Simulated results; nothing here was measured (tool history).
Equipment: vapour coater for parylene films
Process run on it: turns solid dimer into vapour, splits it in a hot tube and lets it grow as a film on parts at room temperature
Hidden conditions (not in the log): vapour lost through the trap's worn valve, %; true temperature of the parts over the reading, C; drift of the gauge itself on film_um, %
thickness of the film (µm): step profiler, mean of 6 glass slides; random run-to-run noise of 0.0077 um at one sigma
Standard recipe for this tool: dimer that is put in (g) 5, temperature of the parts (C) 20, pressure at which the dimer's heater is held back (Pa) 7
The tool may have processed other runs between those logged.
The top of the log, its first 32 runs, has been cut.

run,hour,dimer that is put in (g),temperature of the parts (C),pressure at which the dimer's heater is held back (Pa),hours of work since the trap's valve was overhauled,hours of work since the table's thermometer was calibrated,thickness of the film (µm)
33,378.1,4,13,11.1,588,608,0.875
34,387.7,4,12,4.29,595,616,1.067
35,400.6,4,12,4.29,605,625,1.081
36,409.8,2,14,7.03,612,632,0.446
37,425.6,2,14,7.03,624,644,0.441
38,437.4,2,14,7.03,633,653,0.452
39,447.9,2,14,7.03,641,661,0.436
40,458.1,3,20,11.37,649,669,0.469
# hour 469.8: trap's valve overhauled
41,469.8,5,20,7.09,0,675,0.879
42,486.6,5,20,7.09,13,688,0.88

Each row is a separate what-if for the run after 42, all from the same tool condition, not one after another. Results?
A,497.7,3,20,4.69,21,696,?
B,497.7,5,18,3.36,21,696,?
C,497.7,4,20,7,21,696,?
D,497.7,2,14,2.67,21,696,?

run,thickness of the film (µm)
A,0.594
B,1.086
C,0.704
D,0.552
Take away the tool's hidden state, keep each run's random variation, and the runs would have read:
run,thickness of the film (µm)
A,0.594
B,1.086
C,0.704
D,0.552
